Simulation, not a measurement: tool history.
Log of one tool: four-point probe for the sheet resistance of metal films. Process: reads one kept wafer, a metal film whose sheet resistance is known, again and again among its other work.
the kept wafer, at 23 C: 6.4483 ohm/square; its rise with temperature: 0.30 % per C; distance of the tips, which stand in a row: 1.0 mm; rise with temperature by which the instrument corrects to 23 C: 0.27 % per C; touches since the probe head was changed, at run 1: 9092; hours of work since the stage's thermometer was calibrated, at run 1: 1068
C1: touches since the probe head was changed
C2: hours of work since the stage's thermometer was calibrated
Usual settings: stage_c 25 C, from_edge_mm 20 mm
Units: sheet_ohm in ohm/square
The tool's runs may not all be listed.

run 1 hour=0.0 | stage_c=25 from_edge_mm=20 | C1=9092 C2=1068 | sheet_ohm=6.477043
run 2 hour=38.9 | stage_c=25 from_edge_mm=20 | C1=9876 C2=1085 | sheet_ohm=6.478862
run 3 hour=81.8 | stage_c=25 from_edge_mm=65 | C1=10740 C2=1103 | sheet_ohm=6.473768
run 4 hour=117.8 | stage_c=25 from_edge_mm=65 | C1=11464 C2=1119 | sheet_ohm=6.473124
run 5 hour=175.7 | stage_c=29 from_edge_mm=20 | C1=12631 C2=1144 | sheet_ohm=6.488820
run 6 hour=208.1 | stage_c=29 from_edge_mm=20 | C1=13282 C2=1158 | sheet_ohm=6.489321
run 7 hour=236.8 | stage_c=29 from_edge_mm=20 | C1=13860 C2=1170 | sheet_ohm=6.488500
run 8 hour=279.0 | stage_c=29 from_edge_mm=20 | C1=14709 C2=1189 | sheet_ohm=6.489536
run 9 hour=331.1 | stage_c=29 from_edge_mm=20 | C1=15760 C2=1211 | sheet_ohm=6.490301
run 10 hour=373.9 | stage_c=29 from_edge_mm=20 | C1=16621 C2=1230 | sheet_ohm=6.491525
run 11 hour=416.1 | stage_c=29 from_edge_mm=20 | C1=17470 C2=1248 | sheet_ohm=6.489074
run 12 hour=455.7 | stage_c=21 from_edge_mm=74 | C1=18267 C2=1265 | sheet_ohm=6.468027

Run 13 comes next. What will it give?
run 13 hour=500.0 | stage_c=33 from_edge_mm=31 | C1=19159 C2=1284 | sheet_ohm=?

Run 13 gave sheet_ohm 6.496662 ohm/square.
Without the tool's hidden state the same run would have given sheet_ohm 6.472697 ohm/square.
